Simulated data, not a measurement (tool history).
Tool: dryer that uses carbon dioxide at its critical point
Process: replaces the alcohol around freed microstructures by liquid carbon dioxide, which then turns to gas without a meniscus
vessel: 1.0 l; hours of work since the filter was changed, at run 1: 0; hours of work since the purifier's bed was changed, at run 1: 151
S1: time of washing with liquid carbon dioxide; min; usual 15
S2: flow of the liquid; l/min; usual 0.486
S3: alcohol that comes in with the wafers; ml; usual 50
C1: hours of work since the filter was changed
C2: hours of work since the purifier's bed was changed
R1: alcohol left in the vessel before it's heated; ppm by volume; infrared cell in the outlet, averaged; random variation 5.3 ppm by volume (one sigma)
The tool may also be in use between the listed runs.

{"run": 1, "hour": 0.0, "S1": 15, "S2": 0.486, "S3": 50, "C1": 0, "C2": 151, "R1": 148}
{"run": 2, "hour": 9.3, "S1": 15, "S2": 0.486, "S3": 50, "C1": 4, "C2": 156, "R1": 136}
{"run": 3, "hour": 14.5, "S1": 20, "S2": 0.486, "S3": 50, "C1": 7, "C2": 158, "R1": 31}
{"run": 4, "hour": 22.2, "S1": 20, "S2": 0.486, "S3": 50, "C1": 11, "C2": 162, "R1": 36}
{"run": 5, "hour": 30.8, "S1": 15, "S2": 0.645, "S3": 50, "C1": 15, "C2": 166, "R1": 38}
{"run": 6, "hour": 39.8, "S1": 15, "S2": 0.645, "S3": 50, "C1": 19, "C2": 170, "R1": 41}
{"run": 7, "hour": 45.4, "S1": 15, "S2": 0.645, "S3": 50, "C1": 22, "C2": 173, "R1": 36}
{"run": 8, "hour": 55.8, "S1": 15, "S2": 0.563, "S3": 38, "C1": 27, "C2": 178, "R1": 52}
{"run": 9, "hour": 63.3, "S1": 15, "S2": 0.563, "S3": 38, "C1": 31, "C2": 182, "R1": 56}
{"run": 10, "hour": 71.1, "S1": 14, "S2": 0.361, "S3": 39, "C1": 34, "C2": 186, "R1": 638}
{"run": 11, "hour": 81.8, "S1": 16, "S2": 0.486, "S3": 74, "C1": 40, "C2": 191, "R1": 142}
{"run": 12, "hour": 93.2, "S1": 16, "S2": 0.486, "S3": 74, "C1": 45, "C2": 196, "R1": 142}
{"run": 13, "hour": 103.0, "S1": 16, "S2": 0.486, "S3": 74, "C1": 50, "C2": 201, "R1": 142}

5 ways to go on from here, each from the tool as it stands after run 13. What would each give?
{"run": "A", "hour": 114.1, "S1": 10, "S2": 0.351, "S3": 101, "C1": 55, "C2": 206, "R1": "?"}
{"run": "B", "hour": 114.1, "S1": 23, "S2": 0.591, "S3": 31, "C1": 55, "C2": 206, "R1": "?"}
{"run": "C", "hour": 114.1, "S1": 12, "S2": 0.486, "S3": 74, "C1": 55, "C2": 206, "R1": "?"}
{"run": "D", "hour": 114.1, "S1": 12, "S2": 0.482, "S3": 72, "C1": 55, "C2": 206, "R1": "?"}
{"run": "E", "hour": 114.1, "S1": 16, "S2": 0.619, "S3": 25, "C1": 55, "C2": 206, "R1": "?"}

run=A R1=5664
run=B R1=23
run=C R1=643
run=D R1=666
run=E R1=27
Without the tool's hidden state the same runs would have given:
run=A R1=5370
run=B R1=4
run=C R1=574
run=D R1=595
run=E R1=8

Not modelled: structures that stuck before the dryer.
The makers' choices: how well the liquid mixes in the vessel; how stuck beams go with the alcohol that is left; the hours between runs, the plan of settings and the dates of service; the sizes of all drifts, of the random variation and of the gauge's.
